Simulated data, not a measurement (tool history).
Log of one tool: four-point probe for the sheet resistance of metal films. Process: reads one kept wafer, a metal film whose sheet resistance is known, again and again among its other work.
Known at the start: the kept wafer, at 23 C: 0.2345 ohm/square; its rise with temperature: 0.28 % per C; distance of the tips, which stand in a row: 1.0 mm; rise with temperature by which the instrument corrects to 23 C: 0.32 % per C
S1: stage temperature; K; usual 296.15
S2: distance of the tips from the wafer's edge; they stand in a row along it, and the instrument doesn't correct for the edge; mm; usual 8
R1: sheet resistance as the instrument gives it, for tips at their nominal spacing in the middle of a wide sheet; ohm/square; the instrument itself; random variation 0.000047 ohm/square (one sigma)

Run 1, day 0: usual settings. Result: R1 0.236474 ohm/square.
Run 2, day 4.346: usual settings. Result: R1 0.23645 ohm/square.
Run 3, day 9.542: usual settings. Result: R1 0.23635 ohm/square.
Run 4, day 15.517: usual settings. Result: R1 0.236442 ohm/square.
Run 5, day 19.629: usual settings. Result: R1 0.236511 ohm/square.
Run 6, day 25.429: usual settings but S1 297.15 K. Result: R1 0.236328 ohm/square.
Run 7, day 29.204: usual settings but S1 297.15 K. Result: R1 0.23629 ohm/square.
Run 8, day 31.942: usual settings but S1 297.15 K. Result: R1 0.236415 ohm/square.
Run 9, day 35.379: usual settings but S1 297.15 K. Result: R1 0.236355 ohm/square.
Run 10, day 39.108: usual settings but S1 297.15 K. Result: R1 0.236362 ohm/square.
Run 11, day 42.946: usual settings but S1 295.15 K, S2 7 mm. Result: R1 0.237277 ohm/square.
Run 12, day 48.675: usual settings but S1 306.15 K, S2 49 mm. Result: R1 0.233565 ohm/square.
Run 13, day 54.333: usual settings but S1 306.15 K, S2 49 mm. Result: R1 0.233439 ohm/square.
Run 14, day 60.283: usual settings but S2 62 mm. Result: R1 0.234651 ohm/square.
Run 15, day 65.688: usual settings but S1 297.15 K. Result: R1 0.236257 ohm/square.
Run 16, day 69.725: usual settings but S1 297.15 K, S2 18 mm. Result: R1 0.234815 ohm/square.
Run 17, day 72.525: usual settings but S1 297.15 K, S2 18 mm. Result: R1 0.234713 ohm/square.
Run 18, day 76.475: usual settings but S1 294.15 K, S2 15 mm. Result: R1 0.235278 ohm/square.

Not shown: 1 entry that the log had between the listed runs. Between which runs, and how does the tool's hidden state differ before and after?
Between runs 10 and 11: stage's thermometer calibrated (day 41.104)
  wafer's true temperature over the reading, C: 0.01 -> 0
